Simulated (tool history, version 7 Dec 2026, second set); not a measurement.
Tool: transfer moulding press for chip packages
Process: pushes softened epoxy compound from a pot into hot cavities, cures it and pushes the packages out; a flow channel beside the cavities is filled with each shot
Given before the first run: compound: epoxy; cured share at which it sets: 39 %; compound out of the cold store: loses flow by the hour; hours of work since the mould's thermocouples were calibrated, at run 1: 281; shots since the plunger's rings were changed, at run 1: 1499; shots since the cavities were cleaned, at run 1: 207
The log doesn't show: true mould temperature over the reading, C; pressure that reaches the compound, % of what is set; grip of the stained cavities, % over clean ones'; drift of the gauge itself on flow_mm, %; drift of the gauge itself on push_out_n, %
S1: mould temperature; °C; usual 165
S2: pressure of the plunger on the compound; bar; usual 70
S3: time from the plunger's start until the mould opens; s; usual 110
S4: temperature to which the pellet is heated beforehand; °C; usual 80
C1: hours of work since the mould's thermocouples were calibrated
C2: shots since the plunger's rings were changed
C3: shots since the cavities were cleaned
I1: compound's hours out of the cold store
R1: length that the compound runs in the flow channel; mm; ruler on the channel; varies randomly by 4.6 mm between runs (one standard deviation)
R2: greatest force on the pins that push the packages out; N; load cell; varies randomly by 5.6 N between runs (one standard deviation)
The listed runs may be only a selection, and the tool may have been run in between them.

{"run": 1, "day": 0.0, "S1": 165, "S2": 70, "S3": 110, "S4": 80, "C1": 281, "C2": 1499, "C3": 207, "I1": 38.5, "R1": 821, "R2": 261}
{"run": 2, "day": 0.825, "S1": 165, "S2": 70, "S3": 110, "S4": 80, "C1": 290, "C2": 1638, "C3": 346, "I1": 10.5, "R1": 894, "R2": 306}
{"day": 1.621, "done": "cavities cleaned with cleaning compound and waxed"}
{"run": 3, "day": 1.975, "S1": 165, "S2": 70, "S3": 110, "S4": 80, "C1": 301, "C2": 1822, "C3": 60, "I1": 12.5, "R1": 894, "R2": 223}
{"run": 4, "day": 2.929, "S1": 165, "S2": 70, "S3": 110, "S4": 80, "C1": 311, "C2": 1983, "C3": 221, "I1": 35.6, "R1": 829, "R2": 261}
{"run": 5, "day": 3.525, "S1": 165, "S2": 70, "S3": 110, "S4": 80, "C1": 317, "C2": 2084, "C3": 322, "I1": 18.8, "R1": 878, "R2": 284}
{"day": 4.483, "done": "cavities cleaned with cleaning compound and waxed"}
{"run": 6, "day": 4.546, "S1": 165, "S2": 70, "S3": 110, "S4": 80, "C1": 327, "C2": 2245, "C3": 10, "I1": 27.1, "R1": 848, "R2": 205}
{"run": 7, "day": 5.221, "S1": 165, "S2": 70, "S3": 110, "S4": 80, "C1": 334, "C2": 2359, "C3": 124, "I1": 32.5, "R1": 831, "R2": 238}
{"run": 8, "day": 6.142, "S1": 165, "S2": 70, "S3": 110, "S4": 80, "C1": 344, "C2": 2515, "C3": 280, "I1": 37.7, "R1": 820, "R2": 290}
{"run": 9, "day": 7.179, "S1": 169, "S2": 70, "S3": 110, "S4": 80, "C1": 355, "C2": 2690, "C3": 455, "I1": 45.2, "R1": 779, "R2": 284}
{"day": 7.438, "done": "cavities cleaned with cleaning compound and waxed"}
{"run": 10, "day": 7.788, "S1": 165, "S2": 84.8, "S3": 110, "S4": 80, "C1": 360, "C2": 2782, "C3": 59, "I1": 16.4, "R1": 957, "R2": 230}
{"run": 11, "day": 8.738, "S1": 165, "S2": 84.8, "S3": 110, "S4": 80, "C1": 370, "C2": 2942, "C3": 219, "I1": 39, "R1": 885, "R2": 265}
{"run": 12, "day": 9.775, "S1": 165, "S2": 84.8, "S3": 110, "S4": 80, "C1": 381, "C2": 3117, "C3": 394, "I1": 9.4, "R1": 983, "R2": 314}
{"day": 10.325, "done": "cavities cleaned with cleaning compound and waxed"}
{"run": 13, "day": 10.933, "S1": 165, "S2": 70, "S3": 110, "S4": 80, "C1": 392, "C2": 3302, "C3": 103, "I1": 41.5, "R1": 795, "R2": 237}
{"day": 11.075, "done": "mould's thermocouples calibrated"}
{"run": 14, "day": 11.975, "S1": 165, "S2": 70, "S3": 110, "S4": 80, "C1": 9, "C2": 3464, "C3": 265, "I1": 29.9, "R1": 830, "R2": 288}
{"run": 15, "day": 13.008, "S1": 165, "S2": 70, "S3": 110, "S4": 80, "C1": 20, "C2": 3638, "C3": 439, "I1": 20, "R1": 849, "R2": 314}
{"day": 13.254, "done": "cavities cleaned with cleaning compound and waxed"}
{"run": 16, "day": 13.721, "S1": 165, "S2": 70, "S3": 110, "S4": 80, "C1": 27, "C2": 3748, "C3": 79, "I1": 9.8, "R1": 880, "R2": 240}
{"run": 17, "day": 14.221, "S1": 165, "S2": 70, "S3": 110, "S4": 80, "C1": 32, "C2": 3832, "C3": 163, "I1": 28.4, "R1": 826, "R2": 249}
{"day": 14.758, "done": "mould's thermocouples calibrated, once more"}
{"run": 18, "day": 15.442, "S1": 165, "S2": 70, "S3": 110, "S4": 80, "C1": 7, "C2": 4024, "C3": 355, "I1": 37.1, "R1": 792, "R2": 284}
{"day": 16.275, "done": "cavities cleaned with cleaning compound and waxed"}
{"run": 19, "day": 16.467, "S1": 165, "S2": 70, "S3": 110, "S4": 80, "C1": 17, "C2": 4187, "C3": 33, "I1": 40.7, "R1": 789, "R2": 209}
{"run": 20, "day": 17.446, "S1": 165, "S2": 70, "S3": 110, "S4": 80, "C1": 27, "C2": 4352, "C3": 198, "I1": 20.5, "R1": 843, "R2": 254}
{"run": 21, "day": 18.667, "S1": 165, "S2": 70, "S3": 126, "S4": 80, "C1": 40, "C2": 4558, "C3": 404, "I1": 10.5, "R1": 859, "R2": 280}
{"day": 19.229, "done": "cavities cleaned with cleaning compound and waxed"}
{"run": 22, "day": 19.312, "S1": 165, "S2": 70, "S3": 126, "S4": 80, "C1": 46, "C2": 4656, "C3": 14, "I1": 17.9, "R1": 839, "R2": 178}
{"run": 23, "day": 20.308, "S1": 170, "S2": 75, "S3": 93, "S4": 72, "C1": 57, "C2": 4825, "C3": 183, "I1": 17.2, "R1": 845, "R2": 250}
{"run": 24, "day": 21.242, "S1": 165, "S2": 55.2, "S3": 90, "S4": 80, "C1": 66, "C2": 4982, "C3": 340, "I1": 16.1, "R1": 740, "R2": 412}
{"day": 22.088, "done": "cavities cleaned with cleaning compound and waxed"}
{"run": 25, "day": 22.392, "S1": 165, "S2": 70, "S3": 94, "S4": 80, "C1": 78, "C2": 5166, "C3": 52, "I1": 43.5, "R1": 765, "R2": 253}
{"day": 23.004, "done": "plunger's sealing rings changed"}
{"run": 26, "day": 23.542, "S1": 165, "S2": 70, "S3": 94, "S4": 80, "C1": 88, "C2": 91, "C3": 228, "I1": 34.4, "R1": 851, "R2": 331}

Run 27, settings as shown, results not yet in. Your forecast:
{"run": 27, "day": 24.112, "S1": 165, "S2": 84.3, "S3": 135, "S4": 80, "C1": 94, "C2": 187, "C3": 324, "I1": 40.6, "R1": "?", "R2": "?"}

Run 27 came out at R1 918 mm, R2 249 N.
If the tool had no hidden condition, the same run with the same run-to-run variation would have returned R1 924 mm, R2 167 N.
